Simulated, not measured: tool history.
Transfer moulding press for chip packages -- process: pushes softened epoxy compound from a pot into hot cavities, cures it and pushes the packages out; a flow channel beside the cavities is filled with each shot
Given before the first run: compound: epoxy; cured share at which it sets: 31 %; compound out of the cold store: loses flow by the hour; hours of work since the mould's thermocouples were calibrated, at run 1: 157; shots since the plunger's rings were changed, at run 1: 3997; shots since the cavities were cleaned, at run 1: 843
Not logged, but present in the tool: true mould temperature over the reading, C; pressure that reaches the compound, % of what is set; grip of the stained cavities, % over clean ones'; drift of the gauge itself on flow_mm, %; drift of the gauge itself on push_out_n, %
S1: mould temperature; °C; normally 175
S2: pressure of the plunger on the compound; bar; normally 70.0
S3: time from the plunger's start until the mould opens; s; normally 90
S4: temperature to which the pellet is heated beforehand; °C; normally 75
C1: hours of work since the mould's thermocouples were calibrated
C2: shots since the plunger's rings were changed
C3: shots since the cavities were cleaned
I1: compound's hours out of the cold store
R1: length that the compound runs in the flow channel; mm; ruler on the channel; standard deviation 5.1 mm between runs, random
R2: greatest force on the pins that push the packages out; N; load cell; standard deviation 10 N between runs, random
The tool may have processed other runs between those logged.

Run 1, day 0.000: usual settings; C1 157; C2 3997; C3 843; I1 24.1. Result: R1 868 mm, R2 832 N.
At day 0.179: cavities cleaned with cleaning compound and waxed.
Run 2, day 0.375: usual settings; C1 163; C2 4105; C3 67; I1 22.2. Result: R1 875 mm, R2 520 N.
Run 3, day 0.675: usual settings; C1 168; C2 4210; C3 172; I1 38.7. Result: R1 805 mm, R2 547 N.
Run 4, day 1.046: usual settings; C1 174; C2 4340; C3 302; I1 20.6. Result: R1 875 mm, R2 651 N.
Run 5, day 1.421: usual settings; C1 180; C2 4470; C3 432; I1 23.6. Result: R1 871 mm, R2 722 N.
Run 6, day 1.775: usual settings; C1 186; C2 4594; C3 556; I1 17.7. Result: R1 895 mm, R2 772 N.
Run 7, day 2.021: usual settings; C1 190; C2 4678; C3 640; I1 36.7. Result: R1 795 mm, R2 766 N.
Run 8, day 2.221: usual settings; C1 194; C2 4748; C3 710; I1 23.3. Result: R1 861 mm, R2 813 N.
Run 9, day 2.467: usual settings; C1 198; C2 4834; C3 796; I1 18.5. Result: R1 882 mm, R2 880 N.
At day 2.792: cavities cleaned with cleaning compound and waxed.
Run 10, day 2.808: usual settings; C1 203; C2 4931; C3 5; I1 46.4. Result: R1 751 mm, R2 443 N.
Run 11, day 3.142: usual settings; C1 208; C2 5047; C3 121; I1 45.4. Result: R1 759 mm, R2 522 N.
Run 12, day 3.338: usual settings; C1 212; C2 5115; C3 189; I1 27.8. Result: R1 829 mm, R2 583 N.
Run 13, day 3.696: usual settings; C1 218; C2 5241; C3 315; I1 15.4. Result: R1 902 mm, R2 706 N.
Run 14, day 4.025: usual settings; C1 223; C2 5356; C3 430; I1 24.8. Result: R1 847 mm, R2 720 N.
Run 15, day 4.342: usual settings; C1 228; C2 5465; C3 539; I1 15.7. Result: R1 887 mm, R2 775 N.
Run 16, day 4.654: usual settings but S1 173 °C, S3 106 s; C1 234; C2 5575; C3 649; I1 32.1. Result: R1 810 mm, R2 637 N.
Run 17, day 4.850: usual settings but S1 173 °C, S3 106 s; C1 237; C2 5642; C3 716; I1 43.2. Result: R1 763 mm, R2 630 N.
At day 5.029: plunger's sealing rings changed.
Run 18, day 5.329: usual settings but S1 173 °C, S3 95 s; C1 243; C2 104; C3 847; I1 22.5. Result: R1 955 mm, R2 883 N.
At day 5.512: cavities cleaned with cleaning compound and waxed.
Run 19, day 5.612: usual settings but S1 177 °C, S2 75.4 bar, S3 72 s; C1 247; C2 181; C3 35; I1 41.3. Result: R1 863 mm, R2 674 N.
At day 5.717: mould's thermocouples calibrated.
Run 20, day 5.950: usual settings but S1 177 °C, S2 75.4 bar, S3 72 s; C1 4; C2 270; C3 124; I1 20.1. Result: R1 976 mm, R2 840 N.
Run 21, day 6.204: usual settings but S1 177 °C, S2 75.4 bar, S3 72 s; C1 8; C2 358; C3 212; I1 10.1. Result: R1 1028 mm, R2 954 N.
Run 22, day 6.538: usual settings but S1 177 °C, S2 75.4 bar, S3 72 s; C1 14; C2 474; C3 328; I1 17.7. Result: R1 983 mm, R2 996 N.
At day 6.754: mould's thermocouples calibrated, once more.
Run 23, day 6.908: usual settings but S1 177 °C, S2 75.4 bar, S3 73 s, S4 65 °C; C1 3; C2 574; C3 428; I1 37.2. Result: R1 884 mm, R2 978 N.
Run 24, day 7.112: usual settings but S1 177 °C, S4 78 °C; C1 6; C2 646; C3 500; I1 17.6. Result: R1 943 mm, R2 660 N.
Run 25, day 7.458: usual settings but S1 177 °C, S2 60.8 bar, S3 117 s, S4 78 °C; C1 12; C2 766; C3 620; I1 13.4. Result: R1 893 mm, R2 515 N.
Run 26, day 7.621: usual settings but S1 177 °C, S2 60.8 bar, S3 117 s, S4 78 °C; C1 15; C2 822; C3 676; I1 28.9. Result: R1 826 mm, R2 531 N.
Run 27, day 7.838: usual settings but S1 177 °C, S2 60.8 bar, S3 117 s, S4 78 °C; C1 18; C2 898; C3 752; I1 30.1. Result: R1 821 mm, R2 527 N.
Run 28, day 8.150: usual settings but S2 53.0 bar; C1 23; C2 1006; C3 860; I1 8.9. Result: R1 869 mm, R2 897 N.

Each row is a separate what-if for the run after 28, all from the same tool condition, not one after another. Results?
At day 8.292: cavities cleaned with cleaning compound and waxed.
Run A, day 8.421: usual settings but S1 176 °C, S3 88 s, S4 72 °C; C1 27; C2 1080; C3 45; I1 30.0. Result: R1 ?, R2 ?.
At day 8.292: cavities cleaned with cleaning compound and waxed.
Run B, day 8.421: usual settings but S2 54.7 bar; C1 27; C2 1080; C3 45; I1 27.2. Result: R1 ?, R2 ?.
At day 8.292: cavities cleaned with cleaning compound and waxed.
Run C, day 8.421: usual settings but S1 177 °C, S2 53.0 bar, S4 78 °C; C1 27; C2 1080; C3 45; I1 19.6. Result: R1 ?, R2 ?.
At day 8.292: cavities cleaned with cleaning compound and waxed.
Run D, day 8.421: usual settings but S2 52.5 bar, S4 74 °C; C1 27; C2 1080; C3 45; I1 14.1. Result: R1 ?, R2 ?.

run   R1   R2
  A  891  479
  B  792  481
  C  810  452
  D  834  517
Stripped of hidden state, with their random variation kept, the same runs would have yielded:
run   R1   R2
  A  906  446
  B  806  448
  C  825  421
  D  849  482

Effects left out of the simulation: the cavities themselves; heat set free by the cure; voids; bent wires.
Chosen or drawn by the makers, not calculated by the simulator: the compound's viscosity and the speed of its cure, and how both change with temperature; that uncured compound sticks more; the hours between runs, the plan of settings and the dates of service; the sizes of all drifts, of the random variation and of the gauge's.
